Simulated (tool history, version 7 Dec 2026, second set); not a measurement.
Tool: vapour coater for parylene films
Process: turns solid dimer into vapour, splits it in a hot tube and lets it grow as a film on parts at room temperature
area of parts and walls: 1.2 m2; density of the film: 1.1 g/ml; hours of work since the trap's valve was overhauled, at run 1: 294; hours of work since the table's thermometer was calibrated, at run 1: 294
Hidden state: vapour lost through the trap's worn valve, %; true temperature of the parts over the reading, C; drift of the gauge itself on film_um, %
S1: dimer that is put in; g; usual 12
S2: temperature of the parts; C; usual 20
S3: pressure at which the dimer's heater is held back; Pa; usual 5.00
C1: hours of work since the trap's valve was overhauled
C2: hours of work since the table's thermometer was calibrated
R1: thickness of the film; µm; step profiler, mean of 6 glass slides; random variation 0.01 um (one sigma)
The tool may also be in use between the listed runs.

| run | hour | S1 | S2 | S3 | C1 | C2 | R1 |
|---|---|---|---|---|---|---|---|
| 1 | 0.0 | 12 | 20 | 5.00 | 294 | 294 | 4.51 |
| 2 | 9.9 | 12 | 20 | 5.00 | 301 | 301 | 4.49 |
| 3 | 27.2 | 12 | 20 | 7.13 | 312 | 312 | 4.13 |
| 4 | 37.1 | 12 | 20 | 5.00 | 319 | 319 | 4.50 |
| 5 | 55.3 | 12 | 20 | 5.00 | 331 | 331 | 4.49 |
| 6 | 76.3 | 12 | 20 | 5.00 | 345 | 345 | 4.49 |
| 7 | 98.6 | 12 | 20 | 5.00 | 360 | 360 | 4.47 |
| 8 | 115.4 | 13 | 20 | 5.00 | 371 | 371 | 4.83 |
| 9 | 138.0 | 13 | 20 | 5.00 | 386 | 386 | 4.83 |
| 10 | 153.9 | 13 | 20 | 5.00 | 396 | 396 | 4.83 |
| 11 | 168.1 | 13 | 20 | 5.00 | 406 | 406 | 4.81 |
|  | 176.9 | trap's valve overhauled |
| 12 | 190.8 | 13 | 20 | 5.00 | 9 | 418 | 5.12 |
| 13 | 207.8 | 13 | 20 | 5.00 | 20 | 429 | 5.13 |
| 14 | 217.9 | 12 | 20 | 5.00 | 27 | 436 | 4.73 |
| 15 | 239.4 | 12 | 20 | 9.19 | 41 | 450 | 4.08 |
| 16 | 254.5 | 12 | 20 | 2.27 | 51 | 460 | 5.69 |
| 17 | 269.6 | 12 | 20 | 2.27 | 61 | 470 | 5.71 |
| 18 | 282.6 | 12 | 20 | 2.27 | 70 | 479 | 5.68 |
| 19 | 296.0 | 12 | 20 | 5.00 | 79 | 488 | 4.70 |
| 20 | 311.3 | 12 | 20 | 5.00 | 89 | 498 | 4.66 |
| 21 | 330.0 | 22 | 20 | 5.00 | 101 | 510 | 8.61 |
|  | 332.2 | table's thermometer calibrated |
| 22 | 352.1 | 22 | 20 | 5.00 | 115 | 13 | 8.64 |
| 23 | 362.1 | 6 | 12 | 5.00 | 122 | 20 | 2.93 |
|  | 370.9 | table's thermometer calibrated, once more |
| 24 | 376.5 | 9 | 23 | 2.84 | 131 | 4 | 3.64 |
| 25 | 391.1 | 12 | 20 | 5.06 | 140 | 13 | 4.56 |
| 26 | 410.0 | 12 | 16 | 3.17 | 153 | 26 | 5.73 |
| 27 | 431.2 | 12 | 16 | 3.17 | 167 | 40 | 5.68 |
| 28 | 445.5 | 12 | 21 | 5.55 | 176 | 49 | 4.32 |
| 29 | 466.1 | 7 | 13 | 3.22 | 190 | 63 | 3.59 |
| 30 | 490.2 | 18 | 20 | 8.96 | 206 | 79 | 5.93 |
| 31 | 510.1 | 8 | 25 | 5.00 | 219 | 92 | 2.64 |
| 32 | 527.5 | 8 | 25 | 5.00 | 231 | 104 | 2.63 |
| 33 | 549.8 | 12 | 20 | 3.30 | 245 | 118 | 4.99 |
| 34 | 568.6 | 14 | 17 | 10.75 | 258 | 131 | 4.75 |
| 35 | 580.4 | 16 | 15 | 5.52 | 266 | 139 | 6.75 |
| 36 | 601.8 | 5 | 17 | 7.40 | 280 | 153 | 1.85 |
| 37 | 612.6 | 16 | 21 | 2.88 | 287 | 160 | 6.66 |
| 38 | 633.8 | 11 | 31 | 2.59 | 301 | 174 | 3.56 |
| 39 | 657.6 | 17 | 16 | 7.24 | 317 | 190 | 6.46 |
| 40 | 676.0 | 17 | 24 | 11.27 | 329 | 202 | 4.66 |
| 41 | 696.4 | 17 | 24 | 11.27 | 342 | 215 | 4.65 |
| 42 | 718.4 | 8 | 28 | 2.91 | 357 | 230 | 2.71 |
| 43 | 742.5 | 8 | 28 | 2.91 | 373 | 246 | 2.71 |

The same runs without the tool's hidden state, with the same run-to-run variation:
| run | R1 |
|---|---|
| 1 | 4.72 |
| 2 | 4.70 |
| 3 | 4.33 |
| 4 | 4.72 |
| 5 | 4.72 |
| 6 | 4.73 |
| 7 | 4.71 |
| 8 | 5.10 |
| 9 | 5.11 |
| 10 | 5.11 |
| 11 | 5.10 |
| 12 | 5.11 |
| 13 | 5.12 |
| 14 | 4.73 |
| 15 | 4.09 |
| 16 | 5.71 |
| 17 | 5.73 |
| 18 | 5.71 |
| 19 | 4.73 |
| 20 | 4.69 |
| 21 | 8.70 |
| 22 | 8.65 |
| 23 | 2.94 |
| 24 | 3.75 |
| 25 | 4.70 |
| 26 | 5.91 |
| 27 | 5.87 |
| 28 | 4.47 |
| 29 | 3.73 |
| 30 | 6.17 |
| 31 | 2.74 |
| 32 | 2.74 |
| 33 | 5.21 |
| 34 | 4.97 |
| 35 | 7.08 |
| 36 | 1.95 |
| 37 | 7.00 |
| 38 | 3.75 |
| 39 | 6.82 |
| 40 | 4.92 |
| 41 | 4.92 |
| 42 | 2.87 |
| 43 | 2.88 |

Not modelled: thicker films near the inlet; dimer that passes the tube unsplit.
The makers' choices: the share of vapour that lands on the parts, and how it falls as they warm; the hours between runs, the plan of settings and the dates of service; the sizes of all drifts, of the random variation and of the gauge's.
